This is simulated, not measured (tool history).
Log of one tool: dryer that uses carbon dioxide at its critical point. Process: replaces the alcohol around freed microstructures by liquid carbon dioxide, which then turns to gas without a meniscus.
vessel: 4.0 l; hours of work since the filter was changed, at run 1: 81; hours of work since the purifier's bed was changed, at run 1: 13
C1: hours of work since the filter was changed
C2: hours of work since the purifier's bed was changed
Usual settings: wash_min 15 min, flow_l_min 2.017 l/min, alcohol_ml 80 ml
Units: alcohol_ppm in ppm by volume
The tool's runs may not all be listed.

Run 1, hour 0.0: usual settings; C1 81; C2 13. Result: alcohol_ppm 61 ppm by volume.
Run 2, hour 15.9: usual settings; C1 89; C2 21. Result: alcohol_ppm 53 ppm by volume.
Run 3, hour 27.7: usual settings; C1 96; C2 27. Result: alcohol_ppm 59 ppm by volume.
Run 4, hour 37.5: usual settings; C1 101; C2 32. Result: alcohol_ppm 60 ppm by volume.
Run 5, hour 60.0: usual settings; C1 112; C2 44. Result: alcohol_ppm 75 ppm by volume.
Run 6, hour 79.1: usual settings; C1 122; C2 54. Result: alcohol_ppm 63 ppm by volume.
Run 7, hour 90.2: usual settings; C1 128; C2 60. Result: alcohol_ppm 64 ppm by volume.
Run 8, hour 103.6: usual settings; C1 135; C2 67. Result: alcohol_ppm 60 ppm by volume.
Run 9, hour 122.2: usual settings but flow_l_min 1.240 l/min; C1 144; C2 76. Result: alcohol_ppm 505 ppm by volume.
Run 10, hour 133.6: usual settings but flow_l_min 2.830 l/min; C1 150; C2 82. Result: alcohol_ppm 34 ppm by volume.
Run 11, hour 146.7: usual settings but wash_min 17 min, flow_l_min 2.830 l/min; C1 157; C2 89. Result: alcohol_ppm 21 ppm by volume.
Run 12, hour 157.5: usual settings; C1 163; C2 94. Result: alcohol_ppm 81 ppm by volume.
Run 13, hour 171.4: usual settings; C1 170; C2 102. Result: alcohol_ppm 78 ppm by volume.
Run 14, hour 189.4: usual settings; C1 179; C2 111. Result: alcohol_ppm 91 ppm by volume.
Run 15, hour 210.9: usual settings; C1 190; C2 122. Result: alcohol_ppm 94 ppm by volume.
Run 16, hour 226.7: usual settings but flow_l_min 2.390 l/min; C1 198; C2 130. Result: alcohol_ppm 59 ppm by volume.
Run 17, hour 238.9: usual settings but wash_min 9 min, flow_l_min 1.860 l/min; C1 204; C2 136. Result: alcohol_ppm 958 ppm by volume.
At hour 246.5: inlet filter changed.
Run 18, hour 257.7: usual settings but wash_min 22 min, flow_l_min 3.320 l/min; C1 6; C2 146. Result: alcohol_ppm 31 ppm by volume.
Run 19, hour 272.0: usual settings but wash_min 14 min, flow_l_min 2.820 l/min, alcohol_ml 86 ml; C1 13; C2 153. Result: alcohol_ppm 26 ppm by volume.
Run 20, hour 290.1: usual settings but wash_min 14 min, flow_l_min 2.940 l/min, alcohol_ml 86 ml; C1 22; C2 162. Result: alcohol_ppm 26 ppm by volume.
Run 21, hour 303.4: usual settings but wash_min 16 min, alcohol_ml 43 ml; C1 29; C2 169. Result: alcohol_ppm 38 ppm by volume.
Run 22, hour 319.5: usual settings but wash_min 16 min, alcohol_ml 43 ml; C1 38; C2 177. Result: alcohol_ppm 49 ppm by volume.
Run 23, hour 331.7: usual settings but wash_min 20 min, flow_l_min 1.640 l/min, alcohol_ml 95 ml; C1 44; C2 184. Result: alcohol_ppm 59 ppm by volume.
Run 24, hour 350.0: usual settings but wash_min 20 min, flow_l_min 1.640 l/min, alcohol_ml 95 ml; C1 53; C2 193. Result: alcohol_ppm 61 ppm by volume.
Run 25, hour 359.2: usual settings but flow_l_min 1.340 l/min; C1 58; C2 198. Result: alcohol_ppm 329 ppm by volume.
Run 26, hour 371.8: usual settings but flow_l_min 1.340 l/min; C1 65; C2 204. Result: alcohol_ppm 338 ppm by volume.
Run 27, hour 385.3: usual settings but flow_l_min 1.340 l/min; C1 72; C2 211. Result: alcohol_ppm 337 ppm by volume.
Run 28, hour 397.1: usual settings but wash_min 16 min, flow_l_min 1.340 l/min, alcohol_ml 62 ml; C1 78; C2 217. Result: alcohol_ppm 222 ppm by volume.
Run 29, hour 410.9: usual settings but wash_min 14 min, flow_l_min 1.340 l/min, alcohol_ml 105 ml; C1 85; C2 225. Result: alcohol_ppm 584 ppm by volume.
Run 30, hour 426.7: usual settings but wash_min 14 min, flow_l_min 1.490 l/min, alcohol_ml 105 ml; C1 93; C2 233. Result: alcohol_ppm 423 ppm by volume.

3 ways to go on from here, each from the tool as it stands after run 30. What would each give?
Run A, hour 438.1: usual settings but wash_min 23 min, alcohol_ml 117 ml; C1 99; C2 239. Result: alcohol_ppm ?.
Run B, hour 438.1: usual settings but wash_min 11 min, flow_l_min 1.710 l/min, alcohol_ml 53 ml; C1 99; C2 239. Result: alcohol_ppm ?.
Run C, hour 438.1: usual settings but wash_min 16 min, flow_l_min 1.490 l/min, alcohol_ml 105 ml; C1 99; C2 239. Result: alcohol_ppm ?.

run  alcohol_ppm
  A           51
  B          354
  C          245
Without the tool's hidden state the same runs would have given:
run  alcohol_ppm
  A           12
  B          235
  C          142
